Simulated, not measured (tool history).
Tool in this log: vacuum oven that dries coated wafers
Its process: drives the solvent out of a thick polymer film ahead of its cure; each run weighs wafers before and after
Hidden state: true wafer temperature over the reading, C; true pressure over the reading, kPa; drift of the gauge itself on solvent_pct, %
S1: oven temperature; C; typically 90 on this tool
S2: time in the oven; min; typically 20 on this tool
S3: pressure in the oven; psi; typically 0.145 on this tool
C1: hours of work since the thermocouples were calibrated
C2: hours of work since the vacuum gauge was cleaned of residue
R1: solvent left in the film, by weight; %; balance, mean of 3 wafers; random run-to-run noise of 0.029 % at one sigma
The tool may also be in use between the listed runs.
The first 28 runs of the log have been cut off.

run   hour   S1  S2     S3    C1   C2    R1
 29    256   90  11  0.103  1047  134  4.11
 30  266.5   98  11  0.103  1051  139  2.36
 31  274.1   85  14  0.103  1055  143   4.2
 32  284.2   85  14  0.103  1060  147  4.27
 33  291.8   85  14  0.103  1063  151  4.21
 34  299.1   85  14  0.103  1067  154  4.18
 35    307   76  17  0.252  1070  158  7.05
 36  319.6   83  13  0.303  1076  164  6.53
 37  325.8   94  13  0.249  1079  167  3.33
 38  332.4   90  32  0.145  1082  170   1.2
 39  344.9   90  32  0.119  1088  175  1.04
 40  352.5   90  32  0.119  1091  179  1.05
 41  364.8  102  32  0.367  1097  185  1.64
 42  372.7   88  20  0.145  1101  188   2.4
 43  378.3   90  35  0.174  1103  191  1.32
 44  390.8  101  22  0.335  1109  197  1.59
 45  402.7   98  31  0.104  1114  202  0.56
 46  409.4   98  31  0.151  1118  205   0.8

Branching from run 46: 4 alternative next runs. What would each branch give?
  A  418.3  98  18  0.151  1122  209   ?
  B  418.3  98  31  0.351  1122  209   ?
  C  418.3  94  20  0.145  1122  209   ?
  D  418.3  90  11  0.145  1122  209   ?

run    R1
  A  1.25
  B   1.8
  C  1.45
  D  4.38
Had the tool no hidden state, the same runs would have come out as:
run    R1
  A  1.26
  B   1.8
  C  1.46
  D   4.4
